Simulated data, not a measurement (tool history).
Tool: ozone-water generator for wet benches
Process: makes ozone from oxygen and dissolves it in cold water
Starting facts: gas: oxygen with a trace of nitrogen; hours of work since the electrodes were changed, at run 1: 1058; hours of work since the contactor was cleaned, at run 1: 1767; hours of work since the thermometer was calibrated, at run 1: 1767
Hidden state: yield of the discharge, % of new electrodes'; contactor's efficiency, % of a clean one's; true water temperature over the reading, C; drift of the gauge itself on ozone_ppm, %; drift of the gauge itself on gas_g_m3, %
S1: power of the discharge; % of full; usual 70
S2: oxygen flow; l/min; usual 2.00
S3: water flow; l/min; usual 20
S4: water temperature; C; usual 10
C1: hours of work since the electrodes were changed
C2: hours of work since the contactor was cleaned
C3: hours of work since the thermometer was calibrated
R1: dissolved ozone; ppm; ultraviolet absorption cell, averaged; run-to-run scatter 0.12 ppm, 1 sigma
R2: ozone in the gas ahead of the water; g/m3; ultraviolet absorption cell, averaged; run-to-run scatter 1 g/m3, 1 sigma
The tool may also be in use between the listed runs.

Run 1, hour 0.0: usual settings; C1 1058; C2 1767; C3 1767. Result: R1 11.2 ppm, R2 170.1 g/m3.
Run 2, hour 203.9: usual settings; C1 1229; C2 1938; C3 1938. Result: R1 10.9 ppm, R2 172.0 g/m3.
Run 3, hour 303.2: usual settings; C1 1312; C2 2021; C3 2021. Result: R1 10.9 ppm, R2 170.5 g/m3.
Run 4, hour 435.4: usual settings; C1 1423; C2 2132; C3 2132. Result: R1 11.2 ppm, R2 172.5 g/m3.
Run 5, hour 540.8: usual settings; C1 1511; C2 2220; C3 2220. Result: R1 11.1 ppm, R2 168.7 g/m3.
Run 6, hour 655.5: usual settings; C1 1607; C2 2316; C3 2316. Result: R1 11.3 ppm, R2 170.2 g/m3.
Run 7, hour 798.8: usual settings; C1 1727; C2 2436; C3 2436. Result: R1 11.0 ppm, R2 170.8 g/m3.
Run 8, hour 996.4: usual settings; C1 1893; C2 2602; C3 2602. Result: R1 11.0 ppm, R2 170.9 g/m3.
Run 9, hour 1093.0: usual settings; C1 1974; C2 2683; C3 2683. Result: R1 10.9 ppm, R2 168.2 g/m3.
Run 10, hour 1232.0: usual settings; C1 2090; C2 2799; C3 2799. Result: R1 11.0 ppm, R2 168.5 g/m3.
Run 11, hour 1410.1: usual settings; C1 2239; C2 2948; C3 2948. Result: R1 10.9 ppm, R2 166.4 g/m3.
Run 12, hour 1590.2: usual settings; C1 2390; C2 3099; C3 3099. Result: R1 11.0 ppm, R2 167.3 g/m3.
Run 13, hour 1748.4: usual settings but S4 9 C; C1 2523; C2 3232; C3 3232. Result: R1 11.0 ppm, R2 168.3 g/m3.
Run 14, hour 1848.0: usual settings; C1 2606; C2 3315; C3 3315. Result: R1 10.9 ppm, R2 166.5 g/m3.
Run 15, hour 2001.3: usual settings; C1 2735; C2 3443; C3 3443. Result: R1 10.7 ppm, R2 165.2 g/m3.
Run 16, hour 2206.2: usual settings; C1 2906; C2 3615; C3 3615. Result: R1 10.8 ppm, R2 167.0 g/m3.
Run 17, hour 2350.6: usual settings but S1 41 % of full, S4 9 C; C1 3027; C2 3736; C3 3736. Result: R1 7.1 ppm, R2 109.2 g/m3.
Run 18, hour 2518.5: usual settings but S1 41 % of full, S3 22 l/min, S4 9 C; C1 3168; C2 3877; C3 3877. Result: R1 6.6 ppm, R2 107.8 g/m3.
Run 19, hour 2672.5: usual settings but S1 41 % of full, S3 32 l/min, S4 9 C; C1 3297; C2 4006; C3 4006. Result: R1 4.2 ppm, R2 109.8 g/m3.
Run 20, hour 2788.1: usual settings but S1 41 % of full, S3 32 l/min, S4 9 C; C1 3394; C2 4102; C3 4102. Result: R1 4.4 ppm, R2 108.4 g/m3.
Run 21, hour 2959.7: usual settings but S1 41 % of full, S3 32 l/min, S4 8 C; C1 3537; C2 4246; C3 4246. Result: R1 4.5 ppm, R2 109.4 g/m3.
Run 22, hour 3123.3: usual settings but S1 41 % of full, S3 32 l/min, S4 8 C; C1 3674; C2 4383; C3 4383. Result: R1 4.1 ppm, R2 108.7 g/m3.
Run 23, hour 3254.3: usual settings but S1 41 % of full, S3 32 l/min, S4 8 C; C1 3784; C2 4493; C3 4493. Result: R1 4.3 ppm, R2 107.9 g/m3.
Run 24, hour 3351.9: usual settings but S1 41 % of full, S3 32 l/min, S4 8 C; C1 3866; C2 4575; C3 4575. Result: R1 4.2 ppm, R2 108.5 g/m3.
Run 25, hour 3460.8: usual settings but S1 94 % of full, S2 1.24 l/min; C1 3957; C2 4666; C3 4666. Result: R1 11.1 ppm, R2 260.3 g/m3.
Run 26, hour 3594.0: usual settings but S1 94 % of full, S2 1.24 l/min, S3 26 l/min; C1 4069; C2 4777; C3 4777. Result: R1 8.3 ppm, R2 259.4 g/m3.
Run 27, hour 3688.0: usual settings but S1 94 % of full, S2 2.41 l/min, S3 29 l/min, S4 12 C; C1 4147; C2 4856; C3 4856. Result: R1 9.2 ppm, R2 184.7 g/m3.
Run 28, hour 3807.8: usual settings but S1 75 % of full, S3 13 l/min, S4 7 C; C1 4248; C2 4956; C3 4956. Result: R1 16.6 ppm, R2 170.4 g/m3.
At hour 3877.6: water thermometer calibrated.
Run 29, hour 3987.9: usual settings but S1 80 % of full, S4 6 C; C1 4398; C2 5107; C3 92. Result: R1 11.5 ppm, R2 178.1 g/m3.
At hour 4017.9: contactor cleaned.
Run 30, hour 4081.2: usual settings but S1 80 % of full, S4 6 C; C1 4473; C2 53; C3 167. Result: R1 12.0 ppm, R2 179.0 g/m3.
Run 31, hour 4196.0: usual settings but S1 53 % of full, S2 3.35 l/min, S3 24 l/min, S4 6 C; C1 4569; C2 149; C3 263. Result: R1 8.3 ppm, R2 99.8 g/m3.
Run 32, hour 4326.3: usual settings but S1 72 % of full, S2 1.84 l/min, S3 18 l/min; C1 4678; C2 258; C3 372. Result: R1 11.3 ppm, R2 170.7 g/m3.

Had the tool no unlogged condition, and each run kept its random variation, what would the results have been?
run    R1     R2
  1  11.7  174.9
  2  11.4  177.4
  3  11.4  176.2
  4  11.7  178.6
  5  11.6  175.0
  6  11.9  176.9
  7  11.6  177.8
  8  11.6  178.5
  9  11.6  176.0
 10  11.7  176.7
 11  11.7  175.0
 12  11.8  176.4
 13  11.8  178.0
 14  11.7  176.4
 15  11.6  175.5
 16  11.8  178.0
 17   7.5  113.4
 18   7.0  112.2
 19   4.5  114.4
 20   4.7  113.1
 21   4.8  114.2
 22   4.5  113.8
 23   4.6  113.1
 24   4.5  113.8
 25  12.6  289.2
 26   9.5  288.8
 27  10.6  206.0
 28  18.7  187.6
 29  13.1  197.6
 30  13.4  198.8
 31   9.0  107.7
 32  12.6  188.9

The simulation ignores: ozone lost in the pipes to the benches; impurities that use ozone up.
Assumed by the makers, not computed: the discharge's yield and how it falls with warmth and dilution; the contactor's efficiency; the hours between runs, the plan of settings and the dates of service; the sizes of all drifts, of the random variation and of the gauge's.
